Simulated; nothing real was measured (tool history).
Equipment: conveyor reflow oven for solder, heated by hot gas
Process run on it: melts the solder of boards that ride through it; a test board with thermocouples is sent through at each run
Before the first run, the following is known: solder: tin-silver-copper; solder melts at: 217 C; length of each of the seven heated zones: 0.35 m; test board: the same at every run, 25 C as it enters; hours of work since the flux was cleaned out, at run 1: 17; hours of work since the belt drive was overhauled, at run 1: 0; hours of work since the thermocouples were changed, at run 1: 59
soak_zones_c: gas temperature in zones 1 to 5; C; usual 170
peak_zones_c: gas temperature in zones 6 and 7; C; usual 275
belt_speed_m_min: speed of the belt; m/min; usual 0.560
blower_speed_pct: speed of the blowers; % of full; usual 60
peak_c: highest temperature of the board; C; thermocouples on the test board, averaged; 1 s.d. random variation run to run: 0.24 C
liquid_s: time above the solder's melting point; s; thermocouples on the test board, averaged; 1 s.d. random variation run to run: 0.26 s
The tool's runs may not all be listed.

run,hour,soak_zones_c,peak_zones_c,belt_speed_m_min,blower_speed_pct,hours of work since the flux was cleaned out,hours of work since the belt drive was overhauled,hours of work since the thermocouples were changed,peak_c,liquid_s
1,0.0,170,275,0.560,60,17,0,59,258.4,58.4
2,26.5,170,275,0.560,60,34,17,76,258.5,58.4
3,72.0,170,275,0.560,60,63,46,106,258.8,58.3
4,124.3,170,275,0.560,60,96,79,139,258.0,58.1
5,156.8,170,275,0.548,60,117,100,160,258.5,60.1
6,183.6,170,275,0.560,60,134,117,177,258.3,58.6
7,220.1,170,275,0.560,60,158,141,200,257.9,58.2
8,241.1,178,275,0.560,60,171,154,214,258.9,61.5
# hour 279.7: flux residue cleaned out of gas plates and filters
9,289.8,170,275,0.560,80,6,182,242,262.6,61.9
10,314.5,170,275,0.560,80,22,198,257,262.6,61.6
11,360.4,170,275,0.560,80,52,227,287,262.3,61.8
12,401.8,170,275,0.560,80,78,254,313,262.4,62.0
13,449.5,157,275,0.560,60,109,284,344,256.5,53.9
14,495.7,170,284,0.560,60,138,314,373,266.6,63.0
15,526.3,170,284,0.560,60,158,333,393,266.6,63.5
16,573.2,170,273,0.546,64,188,363,423,258.4,61.1
# hour 585.8: flux residue cleaned out of gas plates and filters
17,605.2,178,273,0.583,64,12,381,440,259.0,59.8
18,643.8,170,273,0.560,60,37,405,465,258.0,59.0
19,679.8,170,273,0.560,60,60,428,488,258.1,59.3
20,705.7,159,275,0.560,51,77,445,504,255.8,53.8
21,751.4,161,279,0.656,51,106,474,534,252.0,42.8
22,784.5,163,267,0.656,51,127,495,555,242.9,36.1
23,824.4,163,279,0.656,51,153,521,580,252.4,43.1
24,862.4,170,272,0.547,54,177,545,605,256.2,59.1
# hour 894.4: flux residue cleaned out of gas plates and filters
25,898.3,170,272,0.547,54,3,565,624,257.5,59.9
26,946.1,182,275,0.538,60,33,595,655,264.2,69.4
27,993.6,173,287,0.538,60,63,626,685,273.1,70.8
28,1025.7,160,272,0.480,60,84,646,706,261.3,68.6

Alternative continuations, all from the tool just after run 28; predict every row:
# hour 1038.0: thermocouples of zones 6 and 7 changed
A,1066.3,171,275,0.450,60,109,671,18,?,?
# hour 1038.0: thermocouples of zones 6 and 7 changed
B,1066.3,159,279,0.480,60,109,671,18,?,?
# hour 1038.0: thermocouples of zones 6 and 7 changed
C,1066.3,164,278,0.560,77,109,671,18,?,?
# hour 1038.0: thermocouples of zones 6 and 7 changed
D,1066.3,170,275,0.606,60,109,671,18,?,?
# hour 1038.0: thermocouples of zones 6 and 7 changed
E,1066.3,165,265,0.600,60,109,671,18,?,?

run,peak_c,liquid_s
A,264.3,80.6
B,264.2,70.4
C,262.0,60.4
D,254.2,51.9
E,245.4,44.2
The same runs, with their run-to-run variation unchanged, on a tool lacking any hidden condition would have given:
run,peak_c,liquid_s
A,264.6,79.7
B,264.6,69.7
C,262.6,59.9
D,254.6,51.6
E,245.9,44.1

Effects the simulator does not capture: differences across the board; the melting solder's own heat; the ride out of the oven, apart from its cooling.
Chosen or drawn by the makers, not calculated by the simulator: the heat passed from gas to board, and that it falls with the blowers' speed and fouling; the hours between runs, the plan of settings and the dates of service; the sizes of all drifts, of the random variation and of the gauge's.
